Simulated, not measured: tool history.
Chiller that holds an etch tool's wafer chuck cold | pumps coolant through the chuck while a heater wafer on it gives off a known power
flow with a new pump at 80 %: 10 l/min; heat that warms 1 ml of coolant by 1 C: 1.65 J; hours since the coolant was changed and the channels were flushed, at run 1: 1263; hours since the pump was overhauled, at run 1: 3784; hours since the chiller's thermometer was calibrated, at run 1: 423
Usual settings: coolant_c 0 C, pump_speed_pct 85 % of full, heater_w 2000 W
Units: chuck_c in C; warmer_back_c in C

run,hour,coolant_c,pump_speed_pct,heater_w,hours since the coolant was changed and the channels were flushed,hours since the pump was overhauled,hours since the chiller's thermometer was calibrated,chuck_c,warmer_back_c
1,0,0,85,2000,1263,3784,423,21.7,7.23
2,175.8,0,85,2000,1438,3960,599,21.9,7.26
3,318.1,0,85,2470,1581,4102,741,27.1,8.99
4,507,0,85,2470,1770,4291,930,27.2,8.98
5,669.1,0,79,2000,1932,4453,1092,23.1,7.91
6,755.5,0,79,2000,2018,4540,1179,23.1,7.88
7,882.6,0,79,1727,2145,4667,1306,20.3,6.83
8,1039.6,0,79,1727,2302,4824,1463,20.1,6.81
# hour 1058.3: chiller's thermometer calibrated
9,1142.3,0,85,2000,2404,4925,84,22.6,7.39
10,1307.8,0,85,2000,2569,5091,250,22.6,7.44
11,1403.8,0,85,2000,2665,5187,345,22.8,7.32
12,1490.3,0,85,2000,2752,5273,432,22.8,7.42
13,1574.9,0,85,2000,2837,5358,517,22.9,7.49
# hour 1623.2: chiller's thermometer calibrated, once more
14,1660.8,0,85,2000,2921,5443,38,23.2,7.41
15,1815.3,0,85,2000,3076,5597,192,23.7,7.4
16,1983.3,0,85,2000,3244,5765,360,23.5,7.43
17,2089,5,65,1192,3350,5871,466,21.5,5.86
18,2198.7,7,76,1604,3459,5981,575,27.3,6.67
19,2298.8,7,76,1604,3559,6081,676,27.4,6.72
20,2473,5,98,2445,3734,6255,850,32,7.96
21,2617.5,-3,85,1121,3878,6400,994,10.4,4.21
22,2725.8,-3,85,1121,3986,6508,1103,10.4,4.21

Forecast run 23:
23,2862.5,-8,63,2415,4123,6645,1239,?,?

Run 23 gave chuck_c 27.4 C, warmer_back_c 12.33 C.
Without the tool's hidden state the same run would have given chuck_c 21 C, warmer_back_c 11.16 C.
